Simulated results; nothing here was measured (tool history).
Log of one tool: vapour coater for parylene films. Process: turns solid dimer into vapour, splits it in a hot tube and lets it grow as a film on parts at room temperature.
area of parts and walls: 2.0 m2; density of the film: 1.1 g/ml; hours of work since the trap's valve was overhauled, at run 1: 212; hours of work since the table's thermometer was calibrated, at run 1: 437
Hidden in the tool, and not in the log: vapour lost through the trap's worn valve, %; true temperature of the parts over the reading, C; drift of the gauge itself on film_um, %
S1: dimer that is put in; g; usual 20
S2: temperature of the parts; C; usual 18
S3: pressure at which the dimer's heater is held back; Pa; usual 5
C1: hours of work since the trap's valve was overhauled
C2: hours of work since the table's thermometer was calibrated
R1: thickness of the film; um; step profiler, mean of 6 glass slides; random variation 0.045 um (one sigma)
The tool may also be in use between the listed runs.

run,hour,S1,S2,S3,C1,C2,R1
1,0,20,18,5,212,437,5.15
2,12.6,20,18,8.36,223,448,4.45
3,28.3,20,18,5,236,461,4.99
4,39.7,20,18,5,246,471,4.97
5,64.8,20,18,5,267,492,4.98
6,79.1,20,18,5,279,504,4.99
7,91.6,20,18,5,290,515,5.04
8,112,20,18,5,307,532,4.98
9,138.4,20,18,5,329,554,4.97
10,159.8,20,18,5,348,573,4.99
11,178.9,20,18,5,364,589,4.9
12,190.9,20,18,5,374,599,4.93
# hour 197.3: trap's valve overhauled
13,210.1,20,18,5,11,612,5.35
14,221.3,14,18,5,20,621,3.74
# hour 223.7: table's thermometer calibrated
15,240.8,13,18,5,36,14,3.47
16,257.6,13,18,5,50,29,3.49
17,271.4,20,18,5,62,40,5.3
18,285.7,36,18,5,74,52,9.51
19,309,36,26,9.32,94,72,5.81
20,333.4,10,14,10.91,114,93,2.57
# hour 338.8: table's thermometer calibrated, once more
21,358.6,20,18,11.57,135,17,4.12
22,380.7,20,18,11.57,154,35,4.1
23,405.2,35,20,5,174,56,8
24,431.8,35,27,3.16,197,79,6.59
25,447.2,16,29,4.15,210,92,2.59
26,462,9,11,5,222,104,3.04
27,485.2,20,29,9.59,242,124,2.59
28,506.3,20,29,9.59,260,142,2.59
29,519.1,20,29,9.59,271,153,2.59
30,532,20,29,9.59,282,164,2.56
31,548.6,20,12,5.7,296,178,6.07
32,574.9,20,26,5.7,318,200,3.35
33,598.9,10,26,5.7,338,220,1.66
34,610.5,10,18,2.24,348,230,2.94
35,633.2,10,18,2.24,367,249,2.96

Forecast each of these 3 alternatives for the next run:
# hour 645.7: trap's valve overhauled
A,657.1,20,12,3.63,10,266,?
# hour 645.7: trap's valve overhauled
B,657.1,20,24,5,10,266,?
# hour 645.7: trap's valve overhauled
C,657.1,25,15,5.76,10,266,?

run,R1
A,7.45
B,4.03
C,7.38
Without the tool's hidden state the same runs would have given:
run,R1
A,7.47
B,4.05
C,7.4
